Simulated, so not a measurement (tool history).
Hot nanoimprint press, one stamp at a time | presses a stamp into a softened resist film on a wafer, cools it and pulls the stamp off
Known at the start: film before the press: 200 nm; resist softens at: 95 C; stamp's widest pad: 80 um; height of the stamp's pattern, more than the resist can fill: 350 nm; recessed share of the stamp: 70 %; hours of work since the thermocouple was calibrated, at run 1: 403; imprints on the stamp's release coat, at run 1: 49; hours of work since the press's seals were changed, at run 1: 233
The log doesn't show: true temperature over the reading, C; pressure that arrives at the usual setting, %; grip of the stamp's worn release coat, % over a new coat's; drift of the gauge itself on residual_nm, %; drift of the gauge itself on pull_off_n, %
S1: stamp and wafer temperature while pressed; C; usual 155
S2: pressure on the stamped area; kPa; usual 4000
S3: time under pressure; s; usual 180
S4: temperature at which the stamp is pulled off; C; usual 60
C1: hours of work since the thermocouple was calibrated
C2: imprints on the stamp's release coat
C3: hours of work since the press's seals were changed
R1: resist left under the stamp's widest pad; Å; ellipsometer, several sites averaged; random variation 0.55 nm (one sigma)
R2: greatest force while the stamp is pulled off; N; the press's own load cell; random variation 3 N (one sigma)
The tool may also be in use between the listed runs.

{"run": 1, "hour": 0.0, "S1": 155, "S2": 4000, "S3": 180, "S4": 60, "C1": 403, "C2": 49, "C3": 233, "R1": 835, "R2": 141}
{"run": 2, "hour": 35.7, "S1": 155, "S2": 4000, "S3": 180, "S4": 60, "C1": 420, "C2": 107, "C3": 250, "R1": 826, "R2": 147}
{"run": 3, "hour": 65.8, "S1": 155, "S2": 4000, "S3": 180, "S4": 60, "C1": 434, "C2": 155, "C3": 264, "R1": 833, "R2": 144}
{"run": 4, "hour": 94.8, "S1": 155, "S2": 4000, "S3": 180, "S4": 60, "C1": 448, "C2": 202, "C3": 277, "R1": 819, "R2": 143}
{"run": 5, "hour": 127.8, "S1": 155, "S2": 4000, "S3": 180, "S4": 60, "C1": 463, "C2": 255, "C3": 293, "R1": 828, "R2": 148}
{"run": 6, "hour": 177.3, "S1": 155, "S2": 4000, "S3": 180, "S4": 60, "C1": 487, "C2": 334, "C3": 316, "R1": 820, "R2": 150}
{"hour": 218.8, "done": "plate thermocouple calibrated"}
{"run": 7, "hour": 218.8, "S1": 155, "S2": 4000, "S3": 180, "S4": 60, "C1": 0, "C2": 396, "C3": 334, "R1": 867, "R2": 153}
{"run": 8, "hour": 266.9, "S1": 155, "S2": 4000, "S3": 180, "S4": 60, "C1": 23, "C2": 473, "C3": 357, "R1": 863, "R2": 158}
{"run": 9, "hour": 325.3, "S1": 155, "S2": 4000, "S3": 180, "S4": 60, "C1": 50, "C2": 567, "C3": 385, "R1": 867, "R2": 151}
{"run": 10, "hour": 368.4, "S1": 155, "S2": 4000, "S3": 351, "S4": 60, "C1": 71, "C2": 636, "C3": 405, "R1": 664, "R2": 161}
{"run": 11, "hour": 410.0, "S1": 155, "S2": 4000, "S3": 249, "S4": 60, "C1": 90, "C2": 703, "C3": 425, "R1": 760, "R2": 163}
{"run": 12, "hour": 443.0, "S1": 155, "S2": 4000, "S3": 249, "S4": 60, "C1": 106, "C2": 756, "C3": 440, "R1": 758, "R2": 164}
{"run": 13, "hour": 473.9, "S1": 155, "S2": 4000, "S3": 249, "S4": 64, "C1": 120, "C2": 806, "C3": 455, "R1": 760, "R2": 147}

Run 14 comes next. What will it give?
{"run": 14, "hour": 516.6, "S1": 155, "S2": 4000, "S3": 91, "S4": 54, "C1": 140, "C2": 874, "C3": 475, "R1": "?", "R2": "?"}

Run 14 gave R1 1088 Å, R2 193 N.
Without the tool's hidden state the same run would have given R1 1097 Å, R2 165 N.
